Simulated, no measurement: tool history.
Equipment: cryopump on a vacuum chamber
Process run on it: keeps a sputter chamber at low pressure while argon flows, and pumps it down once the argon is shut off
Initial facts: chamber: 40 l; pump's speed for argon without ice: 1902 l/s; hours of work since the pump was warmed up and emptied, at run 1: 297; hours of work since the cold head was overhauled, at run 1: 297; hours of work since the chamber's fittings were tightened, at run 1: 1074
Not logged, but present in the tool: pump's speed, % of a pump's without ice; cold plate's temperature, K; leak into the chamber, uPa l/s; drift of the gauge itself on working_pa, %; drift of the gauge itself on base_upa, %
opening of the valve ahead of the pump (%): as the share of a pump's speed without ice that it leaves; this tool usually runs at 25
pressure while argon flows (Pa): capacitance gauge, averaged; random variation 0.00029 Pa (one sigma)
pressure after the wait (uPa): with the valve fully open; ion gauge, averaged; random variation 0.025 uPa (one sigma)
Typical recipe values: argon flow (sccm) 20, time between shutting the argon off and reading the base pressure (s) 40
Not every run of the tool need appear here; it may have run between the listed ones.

| run | day | argon flow (sccm) | time between shutting the argon off and reading the base pressure (s) | opening of the valve ahead of the pump (%) | hours of work since the pump was warmed up and emptied | hours of work since the cold head was overhauled | hours of work since the chamber's fittings were tightened | pressure while argon flows (Pa) | pressure after the wait (uPa) |
|---|---|---|---|---|---|---|---|---|---|
| 1 | 0.000 | 20 | 40 | 25 | 297 | 297 | 1074 | 0.0721 | 1.37 |
| 2 | 1.150 | 20 | 40 | 25 | 312 | 312 | 1088 | 0.0720 | 1.33 |
| 3 | 2.367 | 20 | 40 | 25 | 327 | 327 | 1104 | 0.0725 | 1.38 |
| 4 | 3.317 | 20 | 40 | 25 | 339 | 339 | 1116 | 0.0720 | 1.40 |
| 5 | 4.358 | 20 | 40 | 25 | 352 | 352 | 1129 | 0.0717 | 1.42 |
| 6 | 5.233 | 20 | 40 | 25 | 363 | 363 | 1140 | 0.0724 | 1.40 |
| 7 | 6.638 | 20 | 40 | 48 | 381 | 381 | 1158 | 0.0382 | 1.43 |
| 8 | 8.146 | 20 | 40 | 48 | 400 | 400 | 1177 | 0.0384 | 1.45 |
| 9 | 8.912 | 20 | 20 | 48 | 410 | 410 | 1186 | 0.0380 | 2.33 |
| 10 | 10.442 | 20 | 20 | 48 | 429 | 429 | 1206 | 0.0386 | 2.39 |
| 11 | 11.638 | 20 | 20 | 48 | 444 | 444 | 1221 | 0.0387 | 2.36 |
| 12 | 13.054 | 20 | 20 | 48 | 462 | 462 | 1239 | 0.0383 | 2.38 |
| 13 | 14.579 | 20 | 20 | 48 | 481 | 481 | 1258 | 0.0384 | 2.36 |
| 14 | 15.475 | 20 | 20 | 48 | 492 | 492 | 1269 | 0.0382 | 2.38 |
| 15 | 16.538 | 20 | 40 | 40 | 506 | 506 | 1283 | 0.0463 | 1.44 |
| 16 | 17.688 | 20 | 275 | 25 | 520 | 520 | 1297 | 0.0723 | 0.64 |
| 17 | 18.312 | 20 | 40 | 48 | 528 | 528 | 1305 | 0.0388 | 1.44 |
| 18 | 19.212 | 20 | 228 | 32 | 540 | 540 | 1317 | 0.0573 | 0.72 |
| 19 | 20.600 | 20 | 206 | 25 | 557 | 557 | 1334 | 0.0733 | 0.70 |
| 20 | 21.646 | 20 | 206 | 25 | 570 | 570 | 1347 | 0.0728 | 0.74 |
| 21 | 22.912 | 9 | 40 | 28 | 586 | 586 | 1363 | 0.0297 | 1.50 |
| 22 | 24.267 | 9 | 40 | 28 | 603 | 603 | 1380 | 0.0297 | 1.49 |
| 23 | 25.042 | 13 | 177 | 28 | 613 | 613 | 1390 | 0.0428 | 0.72 |
| 24 | 26.254 | 13 | 177 | 29 | 628 | 628 | 1405 | 0.0411 | 0.74 |
| 25 | 27.512 | 16 | 66 | 42 | 644 | 644 | 1421 | 0.0359 | 1.13 |
| 26 | 29.021 | 18 | 32 | 42 | 663 | 663 | 1440 | 0.0400 | 1.72 |
| 27 | 29.888 | 21 | 40 | 25 | 674 | 674 | 1451 | 0.0775 | 1.54 |
| 28 | 31.158 | 35 | 238 | 17 | 690 | 690 | 1467 | 0.1875 | 0.76 |
| 29 | 31.862 | 35 | 238 | 17 | 699 | 699 | 1476 | 0.1873 | 0.76 |
| 30 | 32.775 | 35 | 238 | 17 | 711 | 711 | 1488 | 0.1874 | 0.75 |
| 31 | 34.138 | 8 | 49 | 40 | 728 | 728 | 1505 | 0.0190 | 1.37 |
| 32 | 35.329 | 8 | 236 | 43 | 743 | 743 | 1520 | 0.0180 | 0.74 |
| 33 | 36.300 | 19 | 43 | 33 | 755 | 755 | 1532 | 0.0534 | 1.51 |

Run 34, settings as shown, results not yet in. Your forecast:
| 34 | 37.529 | 19 | 43 | 33 | 771 | 771 | 1548 | ? | ? |

pressure while argon flows (Pa): 0.0537
pressure after the wait (uPa): 1.48
Had the tool carried no hidden state, the very same run would have given pressure while argon flows (Pa) 0.0510, pressure after the wait (uPa) 1.04.
